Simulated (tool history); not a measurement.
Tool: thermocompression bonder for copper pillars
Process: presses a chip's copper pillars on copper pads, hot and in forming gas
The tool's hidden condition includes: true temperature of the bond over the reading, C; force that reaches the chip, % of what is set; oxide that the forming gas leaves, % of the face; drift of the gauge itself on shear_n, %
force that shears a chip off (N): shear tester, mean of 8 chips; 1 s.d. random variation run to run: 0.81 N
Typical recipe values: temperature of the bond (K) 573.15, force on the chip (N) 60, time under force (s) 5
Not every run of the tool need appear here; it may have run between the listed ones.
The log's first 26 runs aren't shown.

run    hour  temperature of the bond (K)  force on the chip (N)  time under force (s)  hours of work since the heater was calibrated  hours of work since the force cell was calibrated  hours of work since the gas filter was changed  force that shears a chip off (N)
 27   967.5                       550.15                     50                     5                                             24                                                730                                             264                              46.3
 28  1013.4                       560.15                     60                     5                                             45                                                751                                             285                              57.7
 29  1037.4                       560.15                     60                     5                                             57                                                763                                             296                              58.0
 30  1061.5                       563.15                     74                     5                                             68                                                774                                             308                              66.9
 31  1091.4                       563.15                     74                     5                                             82                                                788                                             322                              67.9
 32  1123.5                       591.15                     39                    15                                             97                                                803                                             337                              71.3
     1134.5  -- forming gas filter changed
 33  1156.2                       591.15                     39                    15                                            112                                                818                                              10                              71.8
 34  1181.6                       591.15                     39                    15                                            124                                                830                                              22                              72.4
 35  1226.0                       591.15                     39                    15                                            144                                                850                                              43                              71.4
 36  1248.0                       554.15                     60                     5                                            155                                                861                                              53                              56.2
 37  1289.0                       554.15                     60                     5                                            174                                                880                                              72                              56.0
 38  1323.3                       554.15                     75                    11                                            190                                                896                                              88                              75.6
 39  1350.2                       572.15                     38                     5                                            202                                                908                                             101                              44.6
     1360.2  -- force cell calibrated
 40  1397.3                       572.15                     38                     5                                            223                                                 17                                             122                              45.5

Forecast each of these 3 alternatives for the next run:
  A  1423.1                       547.15                     40                     6                                            235                                                 29                                             134                                 ?
  B  1423.1                       572.15                     69                     5                                            235                                                 29                                             134                                 ?
  C  1423.1                       577.15                     75                     5                                            235                                                 29                                             134                                 ?

run  force that shears a chip off (N)
  A                              40.8
  B                              69.2
  C                              71.8
The same runs, with their run-to-run variation unchanged, on a tool lacking any hidden condition would have given:
run  force that shears a chip off (N)
  A                              40.9
  B                              69.4
  C                              71.9
